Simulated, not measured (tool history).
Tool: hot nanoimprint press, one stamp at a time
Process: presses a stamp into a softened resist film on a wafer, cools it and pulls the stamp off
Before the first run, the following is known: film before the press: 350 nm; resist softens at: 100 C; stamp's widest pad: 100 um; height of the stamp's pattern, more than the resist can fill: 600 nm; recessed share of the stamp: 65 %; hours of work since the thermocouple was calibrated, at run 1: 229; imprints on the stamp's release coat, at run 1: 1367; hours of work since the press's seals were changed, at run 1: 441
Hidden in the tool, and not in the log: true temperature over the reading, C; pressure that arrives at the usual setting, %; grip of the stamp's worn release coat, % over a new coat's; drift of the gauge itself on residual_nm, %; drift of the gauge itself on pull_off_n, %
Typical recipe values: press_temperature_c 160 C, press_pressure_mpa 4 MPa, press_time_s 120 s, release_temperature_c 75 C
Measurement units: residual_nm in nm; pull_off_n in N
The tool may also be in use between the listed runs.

run,hour,press_temperature_c,press_pressure_mpa,press_time_s,release_temperature_c,hours of work since the thermocouple was calibrated,imprints on the stamp's release coat,hours of work since the press's seals were changed,residual_nm,pull_off_n
1,0,160,4,120,75,229,1367,441,201.5,190
2,62,153,4,120,75,257,1538,469,255.3,190
3,109.6,160,4,99,75,279,1670,491,212.7,197
4,145.7,160,4,99,75,296,1770,508,215.3,205
5,184,160,4.73,120,75,314,1876,526,189.8,207
6,216.8,160,4,92,75,329,1966,541,221.2,211
# hour 266: stamp cleaned and given a new release coat
7,298.6,160,4,92,75,364,90,576,222,136
8,341.5,160,4,92,75,384,209,596,219.4,140
9,394.2,160,4,92,75,408,354,620,222.1,145
# hour 454.8: plate thermocouple calibrated
10,454.8,160,4,92,75,0,514,647,227.7,152
11,517,160,4,92,75,29,686,676,229.2,164
12,551.5,160,4,92,75,45,781,692,229.1,164
13,624.7,160,4,92,75,79,983,725,232.1,167
14,662.8,160,4,92,75,96,1089,743,231.7,174
15,738.1,160,4,230,66,131,1297,778,177.9,203
16,796.4,153,4,115,72,158,1458,805,273,194
17,835.6,160,5.09,190,75,176,1566,823,170.3,196
# hour 859.1: press's hydraulic seals changed and the load cell set to zero
# hour 887.6: plate thermocouple calibrated, once more
18,887.6,167,4.21,138,62,0,1680,12,132.8,213
19,924.7,160,4,189,75,17,1782,29,162.9,198
20,1001,157,2.71,238,65,52,1993,64,205.2,225
# hour 1040.2: stamp cleaned and given a new release coat
21,1046.6,167,2.71,238,65,71,18,83,142.8,141
22,1092.6,160,4,68,75,92,145,104,225.9,136
23,1159.2,159,4,120,62,123,329,135,201,153
24,1223.6,160,4.12,120,75,153,507,165,190.9,156

4 options for the next run, each taken on its own from the tool as it stands now. Forecast them:
A,1273.8,160,2.48,120,75,176,646,188,?,?
B,1273.8,170,4.05,120,75,176,646,188,?,?
C,1273.8,160,4,175,75,176,646,188,?,?
D,1273.8,160,3.49,121,75,176,646,188,?,?

run,residual_nm,pull_off_n
A,238.4,158
B,132.7,152
C,171.8,159
D,206.3,156
Without the tool's hidden state the same runs would have given:
run,residual_nm,pull_off_n
A,234.7,132
B,129.8,128
C,168.1,133
D,202.4,130
